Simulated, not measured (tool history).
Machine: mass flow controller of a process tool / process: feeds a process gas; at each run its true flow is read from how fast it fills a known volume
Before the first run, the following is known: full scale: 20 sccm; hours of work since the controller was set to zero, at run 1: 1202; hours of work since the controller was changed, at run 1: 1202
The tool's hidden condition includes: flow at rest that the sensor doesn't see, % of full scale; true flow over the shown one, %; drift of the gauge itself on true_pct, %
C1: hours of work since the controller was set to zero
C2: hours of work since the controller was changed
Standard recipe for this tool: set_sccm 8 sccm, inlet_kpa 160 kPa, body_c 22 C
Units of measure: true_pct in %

Run 1, hour 0.0: usual settings; C1 1202; C2 1202. Result: true_pct 98.62 %.
Run 2, hour 62.9: usual settings; C1 1236; C2 1236. Result: true_pct 98.62 %.
Run 3, hour 151.0: usual settings; C1 1284; C2 1284. Result: true_pct 98.43 %.
Run 4, hour 214.3: usual settings; C1 1319; C2 1319. Result: true_pct 98.43 %.
Run 5, hour 312.1: usual settings; C1 1372; C2 1372. Result: true_pct 98.65 %.
Run 6, hour 384.8: usual settings but body_c 33 C; C1 1412; C2 1412. Result: true_pct 97.50 %.
Run 7, hour 433.6: usual settings but body_c 33 C; C1 1438; C2 1438. Result: true_pct 97.58 %.
Run 8, hour 494.7: usual settings but body_c 33 C; C1 1472; C2 1472. Result: true_pct 97.51 %.
Run 9, hour 557.7: usual settings; C1 1506; C2 1506. Result: true_pct 98.50 %.
Run 10, hour 622.9: usual settings but inlet_kpa 257 kPa; C1 1541; C2 1541. Result: true_pct 98.42 %.
Run 11, hour 702.3: usual settings but set_sccm 11 sccm, inlet_kpa 257 kPa; C1 1585; C2 1585. Result: true_pct 98.80 %.
Run 12, hour 763.0: usual settings but body_c 25 C; C1 1618; C2 1618. Result: true_pct 98.21 %.
Run 13, hour 838.7: usual settings but body_c 25 C; C1 1659; C2 1659. Result: true_pct 98.10 %.
Run 14, hour 904.5: usual settings but set_sccm 18 sccm, body_c 25 C; C1 1695; C2 1695. Result: true_pct 99.37 %.
Run 15, hour 995.9: usual settings but set_sccm 18 sccm, body_c 25 C; C1 1744; C2 1744. Result: true_pct 99.25 %.
Run 16, hour 1040.1: usual settings but set_sccm 3 sccm, inlet_kpa 168 kPa; C1 1769; C2 1769. Result: true_pct 97.40 %.
Run 17, hour 1096.4: usual settings but set_sccm 3 sccm, inlet_kpa 168 kPa; C1 1799; C2 1799. Result: true_pct 97.70 %.
Run 18, hour 1175.1: usual settings but set_sccm 5 sccm, inlet_kpa 243 kPa, body_c 29 C; C1 1842; C2 1842. Result: true_pct 97.21 %.
Run 19, hour 1241.9: usual settings but set_sccm 4 sccm, inlet_kpa 242 kPa, body_c 26 C; C1 1878; C2 1878. Result: true_pct 97.27 %.
Run 20, hour 1315.7: usual settings but inlet_kpa 164 kPa, body_c 35 C; C1 1919; C2 1919. Result: true_pct 97.23 %.
Run 21, hour 1374.6: usual settings but set_sccm 4 sccm, inlet_kpa 141 kPa, body_c 35 C; C1 1951; C2 1951. Result: true_pct 96.73 %.
At hour 1380.9: controller's zero set anew.
Run 22, hour 1443.9: usual settings but set_sccm 11 sccm; C1 34; C2 1988. Result: true_pct 98.66 %.
Run 23, hour 1489.7: usual settings but set_sccm 6 sccm, inlet_kpa 166 kPa; C1 59; C2 2013. Result: true_pct 98.03 %.

Forecast run 24:
Run 24, hour 1550.3: usual settings but set_sccm 4 sccm, inlet_kpa 145 kPa, body_c 26 C; C1 92; C2 2046. Result: true_pct ?.

{"run 24": {"true_pct": 97.3}}
Take away the tool's hidden state, keep the run-to-run variation as it was, and the same run would have given true_pct 98.39 %.

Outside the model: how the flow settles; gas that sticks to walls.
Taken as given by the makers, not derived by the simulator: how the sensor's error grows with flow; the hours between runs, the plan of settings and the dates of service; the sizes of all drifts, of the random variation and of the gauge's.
